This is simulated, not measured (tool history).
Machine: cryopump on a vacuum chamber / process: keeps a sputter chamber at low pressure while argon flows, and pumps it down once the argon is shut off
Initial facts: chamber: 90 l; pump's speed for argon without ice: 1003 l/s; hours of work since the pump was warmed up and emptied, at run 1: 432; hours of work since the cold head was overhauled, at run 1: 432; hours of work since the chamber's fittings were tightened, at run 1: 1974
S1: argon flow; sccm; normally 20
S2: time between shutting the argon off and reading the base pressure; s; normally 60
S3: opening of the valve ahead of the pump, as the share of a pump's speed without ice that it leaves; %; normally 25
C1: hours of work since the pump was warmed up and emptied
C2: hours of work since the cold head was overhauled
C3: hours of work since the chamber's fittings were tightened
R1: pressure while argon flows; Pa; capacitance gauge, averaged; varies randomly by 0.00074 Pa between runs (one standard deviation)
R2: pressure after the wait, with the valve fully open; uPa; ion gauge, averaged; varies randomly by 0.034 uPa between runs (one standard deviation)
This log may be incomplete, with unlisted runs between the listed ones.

run,hour,S1,S2,S3,C1,C2,C3,R1,R2
1,0.0,20,60,25,432,432,1974,0.1412,2.52
2,13.6,20,60,25,440,440,1982,0.1409,2.59
3,22.4,20,60,25,446,446,1988,0.1421,2.55
4,36.9,20,60,25,455,455,1997,0.1419,2.49
5,54.1,20,60,25,465,465,2007,0.1415,2.53
6,69.3,20,82,25,475,475,2017,0.1412,2.13
7,89.6,20,82,25,487,487,2029,0.1424,2.15
8,103.2,20,60,25,496,496,2038,0.1423,2.55
9,117.7,20,60,25,504,504,2047,0.1439,2.59
10,128.6,20,60,20,511,511,2053,0.1768,2.62
11,136.9,20,54,25,516,516,2058,0.1434,2.81
12,149.1,20,54,25,524,524,2066,0.1427,2.73
13,165.8,20,213,25,534,534,2076,0.1442,1.51
14,184.3,20,213,25,546,546,2088,0.1441,1.51
# hour 197.1: leaking fittings of the chamber tightened, without venting
15,205.1,20,213,25,557,557,5,0.1454,0.87
16,224.4,20,213,25,569,569,17,0.1440,0.84
17,240.0,20,213,25,579,579,26,0.1440,0.87
18,254.9,22,24,17,588,588,36,0.2281,4.20
19,266.3,22,24,17,595,595,43,0.2278,4.23
20,275.0,27,171,25,600,600,48,0.1958,0.96
21,294.8,18,60,16,612,612,60,0.2001,1.94
22,312.7,18,282,16,623,623,71,0.1979,0.77
# hour 323.3: pump warmed up, emptied and cooled again
23,332.2,39,183,39,5,632,80,0.1689,0.87
24,346.8,20,150,25,14,641,89,0.1345,0.92
25,358.5,33,75,25,22,649,96,0.2242,1.54
26,376.4,32,75,25,33,660,107,0.2171,1.59
27,385.5,11,85,22,38,665,113,0.0852,1.46
28,398.5,15,179,32,46,673,121,0.0800,0.89
29,412.5,11,179,32,55,682,130,0.0581,0.86
30,425.8,11,179,32,63,690,138,0.0587,0.81
31,439.1,11,179,32,71,698,146,0.0592,0.88
32,449.1,20,60,25,78,704,152,0.1369,1.85
33,469.3,34,60,25,90,717,165,0.2314,1.89

Pick out some run-to-run changes in R1. Of each, how much would a tool without hidden state show as well, from the settings, what came in and chance, and how much is left for the hidden state and any gauge scatter not in both results compared?
The tool's hidden condition here consists of: pump's speed, % of a pump's without ice; cold plate's temperature, K; leak into the chamber, uPa l/s; drift of the gauge itself on working_pa, %; drift of the gauge itself on base_upa, %.
Run 19 -> 20: S1 22 -> 27, S2 24 -> 171, S3 17 -> 25. R1 -0.0320 Pa: hidden state +0.0027, all else -0.0347.
Run 20 -> 21: S1 27 -> 18, S2 171 -> 60, S3 25 -> 16. R1 +0.0043 Pa: hidden state -0.0042, all else +0.0085.
Run 22 -> 23: S1 18 -> 39, S2 282 -> 183, S3 16 -> 39, pump warmed up, emptied and cooled again. R1 -0.0290 Pa: hidden state -0.0087, all else -0.0203.
Run 24 -> 25: S1 20 -> 33, S2 150 -> 75. R1 +0.0897 Pa: hidden state +0.0006, all else +0.0891.
Run 26 -> 27: S1 32 -> 11, S2 75 -> 85, S3 25 -> 22. R1 -0.1319 Pa: hidden state -0.0008, all else -0.1311.
Run 32 -> 33: S1 20 -> 34. R1 +0.0945 Pa: hidden state +0.0013, all else +0.0932.
